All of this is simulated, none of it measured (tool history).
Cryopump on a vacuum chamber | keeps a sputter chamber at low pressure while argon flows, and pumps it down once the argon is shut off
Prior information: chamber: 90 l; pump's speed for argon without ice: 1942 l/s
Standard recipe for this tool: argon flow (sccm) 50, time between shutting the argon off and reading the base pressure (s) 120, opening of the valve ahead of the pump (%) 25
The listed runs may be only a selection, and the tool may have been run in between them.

run,hour,argon flow (sccm),time between shutting the argon off and reading the base pressure (s),opening of the valve ahead of the pump (%),pressure while argon flows (Pa),pressure after the wait (uPa)
1,0,50,120,25,0.1901,1.2
2,22.2,50,120,25,0.188,1.22
3,43.6,50,120,25,0.1901,1.29
4,64.9,50,120,25,0.1918,1.34
5,86.8,27,120,25,0.1031,1.32
6,106.9,50,120,19,0.249,1.39
7,125,50,120,30,0.1624,1.34
8,149.7,50,120,29,0.1694,1.37
9,165.7,50,73,25,0.1937,1.54
10,188.5,50,73,25,0.1947,1.56
11,205.9,50,120,59,0.0939,1.4
12,228.9,50,120,25,0.1934,1.41
13,252.2,50,120,25,0.195,1.47
14,269.1,50,66,25,0.1968,1.68
# hour 292.8: pump warmed up, emptied and cooled again
15,298,64,120,25,0.2226,1.07
16,326,64,120,25,0.2227,1.11
17,347.4,63,134,21,0.2639,1.1
18,362.8,70,134,18,0.3407,1.09
19,393,50,27,25,0.176,2.03
20,412.7,50,33,25,0.1761,1.87
21,435.6,50,33,25,0.1747,1.86
22,467.3,50,33,25,0.1757,1.92
23,482.6,50,33,25,0.1764,1.86
24,512.6,50,35,59,0.0762,1.88
25,546.1,50,35,59,0.0774,1.9
26,572,83,42,17,0.4297,1.72
27,595.7,83,42,17,0.4322,1.77
28,620.2,83,42,17,0.4312,1.76
29,639.2,37,80,53,0.0647,1.42
30,659.5,37,80,53,0.0649,1.45
31,681.3,50,120,40,0.1145,1.37

5 ways to go on from here, each from the tool as it stands after run 31. What would each give?
A,703.6,80,120,40,?,?
B,703.6,50,120,42,?,?
C,703.6,83,120,25,?,?
D,703.6,22,35,55,?,?
E,703.6,46,42,40,?,?

run,pressure while argon flows (Pa),pressure after the wait (uPa)
A,0.1828,1.33
B,0.109,1.35
C,0.2992,1.43
D,0.0371,2.01
E,0.1064,1.84
Stripped of hidden state, with their random variation kept, the same runs would have yielded:
run,pressure while argon flows (Pa),pressure after the wait (uPa)
A,0.174,0.38
B,0.1035,0.4
C,0.29,0.46
D,0.0347,1.05
E,0.1012,0.89
